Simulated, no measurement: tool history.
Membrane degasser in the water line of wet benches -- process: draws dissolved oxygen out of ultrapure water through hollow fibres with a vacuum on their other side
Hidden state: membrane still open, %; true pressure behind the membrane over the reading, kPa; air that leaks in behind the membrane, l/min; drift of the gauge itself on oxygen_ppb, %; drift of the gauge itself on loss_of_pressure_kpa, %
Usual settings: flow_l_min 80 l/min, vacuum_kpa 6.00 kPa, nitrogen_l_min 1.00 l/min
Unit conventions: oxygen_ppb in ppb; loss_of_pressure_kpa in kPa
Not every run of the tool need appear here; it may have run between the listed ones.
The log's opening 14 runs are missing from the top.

run,hour,flow_l_min,vacuum_kpa,nitrogen_l_min,hours since the membrane was changed,hours since the vacuum gauge was calibrated,hours since the vacuum lines were made tight,oxygen_ppb,loss_of_pressure_kpa
15,1739.9,80,6.00,1.00,6848,7410,4729,592.7,53.58
16,1875.6,80,6.00,1.00,6983,7546,4865,583.9,53.91
17,2015.9,92,10.62,1.84,7124,7686,5005,942.5,61.36
18,2174.2,92,10.62,1.84,7282,7845,5164,927.2,62.03
19,2305.8,92,5.81,1.00,7414,7976,5295,655.2,62.12
20,2397.5,92,5.81,0.95,7505,8068,5387,676.3,61.90
21,2529.2,48,4.96,1.81,7637,8200,5519,179.8,32.06
22,2662.7,55,5.30,1.38,7771,8333,5652,280.1,36.66
23,2820.7,55,5.30,1.38,7928,8491,5810,278.4,36.99
24,2906.3,100,4.64,2.14,8014,8577,5896,479.3,67.98
# hour 3030.3: vacuum gauge calibrated
25,3078.0,100,4.64,2.14,8185,48,6067,476.9,67.50
26,3188.2,63,4.64,2.14,8296,158,6177,243.5,42.23
27,3386.4,49,4.64,2.59,8494,356,6375,149.6,32.99
28,3499.2,49,4.64,2.59,8607,469,6488,152.2,32.83
# hour 3617.4: seals of the vacuum lines changed
29,3682.3,49,8.67,1.48,8788,650,65,453.3,33.28
30,3825.8,49,8.67,1.48,8931,794,208,451.4,32.78
31,4003.4,93,9.28,1.00,9109,971,386,1105.8,62.44
32,4120.5,62,7.52,0.86,9226,1088,503,649.6,41.88

What if the next run were any one of these 4? Each begins from the tool's condition after run 32:
A,4234.0,52,7.52,0.86,9339,1202,617,?,?
B,4234.0,80,8.29,1.84,9339,1202,617,?,?
C,4234.0,56,6.00,1.63,9339,1202,617,?,?
D,4234.0,58,8.98,0.53,9339,1202,617,?,?

run,oxygen_ppb,loss_of_pressure_kpa
A,546.6,35.04
B,640.5,53.91
C,316.4,37.74
D,1004.0,39.31
With the hidden condition removed and each run's random variation left untouched, the same runs would have given:
run,oxygen_ppb,loss_of_pressure_kpa
A,546.4,35.03
B,640.1,53.88
C,316.1,37.72
D,1003.8,39.29

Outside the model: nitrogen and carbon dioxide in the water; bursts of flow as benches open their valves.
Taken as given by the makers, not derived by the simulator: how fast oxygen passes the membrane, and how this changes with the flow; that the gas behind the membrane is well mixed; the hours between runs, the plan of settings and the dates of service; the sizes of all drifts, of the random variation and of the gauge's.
